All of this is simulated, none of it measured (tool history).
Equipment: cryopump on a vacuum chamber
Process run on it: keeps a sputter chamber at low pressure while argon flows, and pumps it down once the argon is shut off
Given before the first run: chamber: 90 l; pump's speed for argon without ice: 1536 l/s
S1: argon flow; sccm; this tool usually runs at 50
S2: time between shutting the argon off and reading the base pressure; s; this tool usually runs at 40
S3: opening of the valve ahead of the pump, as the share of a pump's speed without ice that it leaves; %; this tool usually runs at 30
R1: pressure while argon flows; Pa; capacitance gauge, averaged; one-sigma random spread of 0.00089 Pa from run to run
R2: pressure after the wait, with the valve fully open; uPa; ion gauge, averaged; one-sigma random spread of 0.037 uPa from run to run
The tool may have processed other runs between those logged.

{"run": 1, "day": 0.0, "S1": 50, "S2": 40, "S3": 30, "R1": 0.2062, "R2": 2.17}
{"run": 2, "day": 1.625, "S1": 50, "S2": 40, "S3": 57, "R1": 0.1212, "R2": 2.26}
{"run": 3, "day": 4.025, "S1": 50, "S2": 40, "S3": 57, "R1": 0.1226, "R2": 2.2}
{"day": 4.908, "done": "pump warmed up, emptied and cooled again"}
{"run": 4, "day": 6.383, "S1": 50, "S2": 40, "S3": 58, "R1": 0.0959, "R2": 2.15}
{"run": 5, "day": 8.446, "S1": 50, "S2": 40, "S3": 58, "R1": 0.0965, "R2": 2.16}
{"run": 6, "day": 10.658, "S1": 50, "S2": 40, "S3": 58, "R1": 0.097, "R2": 2.21}
{"run": 7, "day": 12.35, "S1": 50, "S2": 40, "S3": 58, "R1": 0.0989, "R2": 2.27}
{"run": 8, "day": 14.008, "S1": 50, "S2": 40, "S3": 58, "R1": 0.0985, "R2": 2.25}
{"run": 9, "day": 15.283, "S1": 50, "S2": 40, "S3": 34, "R1": 0.1672, "R2": 2.29}
{"run": 10, "day": 17.704, "S1": 50, "S2": 40, "S3": 34, "R1": 0.1676, "R2": 2.29}
{"run": 11, "day": 19.321, "S1": 50, "S2": 40, "S3": 34, "R1": 0.1674, "R2": 2.38}
{"run": 12, "day": 22.15, "S1": 50, "S2": 40, "S3": 34, "R1": 0.1702, "R2": 2.34}
{"run": 13, "day": 24.258, "S1": 50, "S2": 40, "S3": 34, "R1": 0.1681, "R2": 2.36}
{"run": 14, "day": 26.538, "S1": 50, "S2": 40, "S3": 34, "R1": 0.1714, "R2": 2.43}
{"run": 15, "day": 29.15, "S1": 50, "S2": 40, "S3": 28, "R1": 0.2058, "R2": 2.42}
{"run": 16, "day": 31.575, "S1": 50, "S2": 40, "S3": 28, "R1": 0.2072, "R2": 2.49}
{"run": 17, "day": 33.2, "S1": 50, "S2": 40, "S3": 28, "R1": 0.2078, "R2": 2.6}

Forecast run 18:
{"run": 18, "day": 35.475, "S1": 50, "S2": 40, "S3": 30, "R1": "?", "R2": "?"}

{"run 18": {"R1": 0.197, "R2": 2.55}}
With the hidden condition absent and the run-to-run variation left alone, this run would have shown R1 0.1837 Pa, R2 2.04 uPa.
